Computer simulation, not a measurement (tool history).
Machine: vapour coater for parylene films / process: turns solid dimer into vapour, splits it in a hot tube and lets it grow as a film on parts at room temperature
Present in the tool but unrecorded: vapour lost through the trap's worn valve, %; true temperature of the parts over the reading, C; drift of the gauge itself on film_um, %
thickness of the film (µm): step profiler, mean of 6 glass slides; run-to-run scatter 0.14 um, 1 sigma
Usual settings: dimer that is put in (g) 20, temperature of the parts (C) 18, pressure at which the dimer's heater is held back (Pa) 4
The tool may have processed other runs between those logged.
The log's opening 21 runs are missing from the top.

run,day,dimer that is put in (g),temperature of the parts (C),pressure at which the dimer's heater is held back (Pa),hours of work since the trap's valve was overhauled,hours of work since the table's thermometer was calibrated,thickness of the film (µm)
22,33.267,34,20,3.93,187,577,23.97
23,34.296,34,20,3.93,205,594,23.76
24,35.488,34,20,3.93,225,615,23.33
# day 36.525: trap's valve overhauled
25,36.975,34,20,3.93,8,637,26.67
26,38.396,20,18,3.37,32,661,17.26
27,39.975,20,18,3.37,59,688,17.01
28,41.208,29,21,4,80,709,20.4
29,42.667,36,20,5.3,104,734,24.96
30,44.533,36,13,7.11,136,765,32.05
31,45.908,20,11,4,159,789,20.44
32,47.008,20,11,4,178,807,20.04
33,48.908,25,13,3.4,210,840,24.59
# day 49.954: table's thermometer calibrated
34,49.958,14,16,6.36,227,0,10.28
# day 50.954: trap's valve overhauled
35,52.279,14,16,6.36,23,37,11.53
36,53.538,14,16,6.36,44,58,11.34
37,54.775,14,16,6.36,65,79,11.18

Estimate the outcome of run 38 from the log above:
38,56.338,14,16,6.36,91,106,?

Run 38 came out at thickness of the film (µm) 11.23.
On a tool with no hidden condition, and with the same random variation, this run would have come out at thickness of the film (µm) 11.81.
